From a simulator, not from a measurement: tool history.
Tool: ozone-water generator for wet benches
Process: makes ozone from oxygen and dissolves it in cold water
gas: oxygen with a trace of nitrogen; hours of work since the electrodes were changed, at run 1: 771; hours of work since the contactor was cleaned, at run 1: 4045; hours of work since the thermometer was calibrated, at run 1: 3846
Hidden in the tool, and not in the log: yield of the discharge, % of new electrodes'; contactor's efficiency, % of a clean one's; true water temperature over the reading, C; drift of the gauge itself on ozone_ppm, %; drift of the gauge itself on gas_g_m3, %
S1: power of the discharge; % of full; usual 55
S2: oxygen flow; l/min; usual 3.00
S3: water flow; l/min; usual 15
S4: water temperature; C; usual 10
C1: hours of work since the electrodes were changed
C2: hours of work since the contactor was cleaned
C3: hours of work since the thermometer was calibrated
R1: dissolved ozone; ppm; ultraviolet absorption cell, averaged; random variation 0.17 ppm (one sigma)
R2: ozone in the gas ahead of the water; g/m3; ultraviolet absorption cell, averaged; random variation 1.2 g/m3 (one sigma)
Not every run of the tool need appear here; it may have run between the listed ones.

| run | hour | S1 | S2 | S3 | S4 | C1 | C2 | C3 | R1 | R2 |
|---|---|---|---|---|---|---|---|---|---|---|
| 1 | 0.0 | 55 | 3.00 | 15 | 10 | 771 | 4045 | 3846 | 23.7 | 208.8 |
| 2 | 25.3 | 55 | 3.00 | 15 | 10 | 794 | 4067 | 3868 | 23.9 | 209.2 |
| 3 | 64.0 | 55 | 3.00 | 15 | 10 | 828 | 4102 | 3903 | 23.8 | 210.0 |
| 4 | 99.3 | 55 | 3.00 | 15 | 10 | 860 | 4134 | 3935 | 23.6 | 211.3 |
| 5 | 125.9 | 55 | 3.00 | 15 | 10 | 884 | 4158 | 3959 | 23.6 | 209.3 |
| 6 | 145.3 | 55 | 3.00 | 15 | 10 | 901 | 4175 | 3976 | 23.9 | 211.7 |
| 7 | 170.2 | 55 | 3.00 | 15 | 10 | 924 | 4197 | 3999 | 23.7 | 210.5 |
| 8 | 202.4 | 55 | 3.00 | 15 | 10 | 953 | 4226 | 4028 | 23.8 | 210.7 |
| 9 | 231.7 | 55 | 3.00 | 15 | 10 | 979 | 4253 | 4054 | 23.7 | 212.1 |
| 10 | 265.7 | 55 | 3.00 | 15 | 10 | 1010 | 4283 | 4084 | 23.9 | 213.1 |
| 11 | 292.4 | 55 | 3.00 | 15 | 13 | 1033 | 4307 | 4108 | 23.2 | 211.2 |
| 12 | 322.1 | 55 | 3.00 | 15 | 8 | 1060 | 4334 | 4135 | 24.2 | 209.6 |
| 13 | 339.2 | 55 | 3.00 | 15 | 8 | 1076 | 4349 | 4150 | 24.2 | 212.0 |
| 14 | 355.4 | 55 | 3.00 | 15 | 8 | 1090 | 4364 | 4165 | 24.2 | 214.7 |
| 15 | 379.1 | 55 | 3.00 | 15 | 8 | 1111 | 4385 | 4186 | 24.6 | 211.2 |
| 16 | 415.9 | 55 | 3.00 | 15 | 8 | 1144 | 4418 | 4219 | 24.2 | 212.4 |

Run 17, settings as shown, results not yet in. Your forecast:
| 17 | 448.2 | 48 | 4.56 | 15 | 6 | 1173 | 4447 | 4248 | ? | ? |

{"run 17": {"R1": 21.9, "R2": 145.0}}
Were there no unlogged condition in the tool, this run, its random variation unchanged, would have produced R1 21.9 ppm, R2 142.7 g/m3.
